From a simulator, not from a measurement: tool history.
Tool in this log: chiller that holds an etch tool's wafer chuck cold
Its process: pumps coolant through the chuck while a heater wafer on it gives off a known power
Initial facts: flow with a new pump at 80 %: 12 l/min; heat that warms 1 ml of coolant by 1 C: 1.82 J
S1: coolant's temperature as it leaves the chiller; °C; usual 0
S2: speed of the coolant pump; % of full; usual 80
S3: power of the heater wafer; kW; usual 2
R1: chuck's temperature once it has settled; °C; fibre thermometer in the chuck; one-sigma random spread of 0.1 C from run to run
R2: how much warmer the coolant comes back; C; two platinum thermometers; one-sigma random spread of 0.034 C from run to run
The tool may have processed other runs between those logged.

run    hour  S1  S2     S3    R1    R2
  1       0   0  80      2  13.7  5.61
  2   144.5   0  80      2    14  5.61
  3   243.1   0  64      2  16.5  7.12
  4   326.4   8  80      2  21.9  5.57
  5   448.5   8  80      2    22  5.62
  6   544.5   8  80      2    22  5.61
  7   642.3  -4  80      2  10.1  5.61
  8   708.7   0  80      2  14.3  5.68
  9   780.5   0  80  1.471  10.3  4.24
 10   845.5   0  80  1.198   8.5  3.37
 11   914.3   0  80  1.198   8.5  3.36
 12  1025.1   0  80      2  14.3  5.68
 13  1098.5   0  80      2  14.4  5.65
 14  1216.5  -2  80      2  12.2  5.66
 15  1344.4   6  80      2  20.3  5.71
 16  1469.6   0  80      2  14.4  5.75
 17  1552.2   0  90   1.54  10.3   3.9
 18  1681.8   0  90   1.54  10.3  3.87
     1692.8  -- chiller's thermometer calibrated
 19  1783.2   0  90   1.54  10.1  3.82
 20  1849.1   0  90   1.54  10.2  3.93
 21  1980.3  -3  65  1.134   6.7  4.14
 22  2049.9  -3  93  1.134   4.4  2.82
 23  2134.2  -3  76  1.134   5.7  3.49
 24  2240.3  -3  76  1.134   5.5  3.53
 25  2311.7  -3  65  1.134   6.6  4.08
 26    2390   0  80      2  14.7  5.91
 27  2483.4   0  80      2  14.9  5.85
       2510  -- coolant changed, channels flushed
     2613.3  -- chiller's thermometer calibrated, once more
 28  2628.6   0  80      2  12.8  5.87
 29  2701.3   0  80      2  12.7  5.91
 30  2826.9   5  90      2  16.8  5.19
 31  2922.1   5  90      2  16.6  5.25

Branching from run 31: 5 alternative next runs. What would each branch give?
  A  2985.6  10  63   2   ?   ?
  B  2985.6  -1  90   2   ?   ?
  C  2985.6  -3  67   2   ?   ?
  D  2985.6   5  67   2   ?   ?
  E  2985.6  -4  86   2   ?   ?

run    R1    R2
  A  25.5  7.64
  B  10.8  5.23
  C  11.7  7.12
  D  19.8  7.18
  E   8.2  5.47
The same runs, with their run-to-run variation unchanged, on a tool lacking any hidden condition would have given:
run    R1    R2
  A  24.6   7.1
  B  10.2  4.86
  C  10.8  6.62
  D  18.9  6.68
  E   7.5  5.09
